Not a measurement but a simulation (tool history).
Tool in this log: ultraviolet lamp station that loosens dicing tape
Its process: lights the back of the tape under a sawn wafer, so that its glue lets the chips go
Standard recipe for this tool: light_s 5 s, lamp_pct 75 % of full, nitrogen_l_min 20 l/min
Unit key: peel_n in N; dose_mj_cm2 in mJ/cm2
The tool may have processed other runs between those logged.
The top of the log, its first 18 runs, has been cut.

run	hour	light_s	lamp_pct	nitrogen_l_min	peel_n	dose_mj_cm2
19	617.5	5	98	20	0.472	443
20	643.1	5	75	20	0.708	336
21	687.6	5	75	20	0.680	336
22	737.1	5	75	20	0.699	332
23	781.8	7	63	15	0.632	397
24	804.6	4	63	26	1.078	227
25	830.0	8	65	26	0.385	460
26	863.1	5	69	15	0.929	313
27	901.0	5	69	15	0.946	310
28	926.1	4	75	20	0.949	270
29	962.3	5	96	12	0.657	429
30	1002.0	8	79	15	0.398	566
31	1034.5	8	79	15	0.394	565
32	1080.3	3	73	9	1.989	199
33	1111.5	3	73	9	2.056	194
34	1153.3	3	73	9	2.011	198
35	1180.6	6	93	10	0.604	503
36	1205.1	6	93	10	0.567	495
37	1244.4	5	94	36	0.374	422
38	1266.3	5	94	36	0.373	419
39	1292.0	5	75	20	0.699	331
40	1328.4	2	82	20	1.971	146
41	1357.1	2	76	20	2.038	134
42	1392.9	2	76	20	2.063	137

Alternative continuations, all from the tool just after run 42; predict every row:
A	1423.2	9	76	7	?	?
B	1423.2	5	71	23	?	?
C	1423.2	5	85	20	?	?
D	1423.2	9	90	31	?	?

run	peel_n	dose_mj_cm2
A	0.555	605
B	0.720	315
C	0.591	383
D	0.255	716
Take away the tool's hidden state, keep each run's random variation, and the runs would have read:
run	peel_n	dose_mj_cm2
A	0.552	608
B	0.715	317
C	0.587	385
D	0.255	719

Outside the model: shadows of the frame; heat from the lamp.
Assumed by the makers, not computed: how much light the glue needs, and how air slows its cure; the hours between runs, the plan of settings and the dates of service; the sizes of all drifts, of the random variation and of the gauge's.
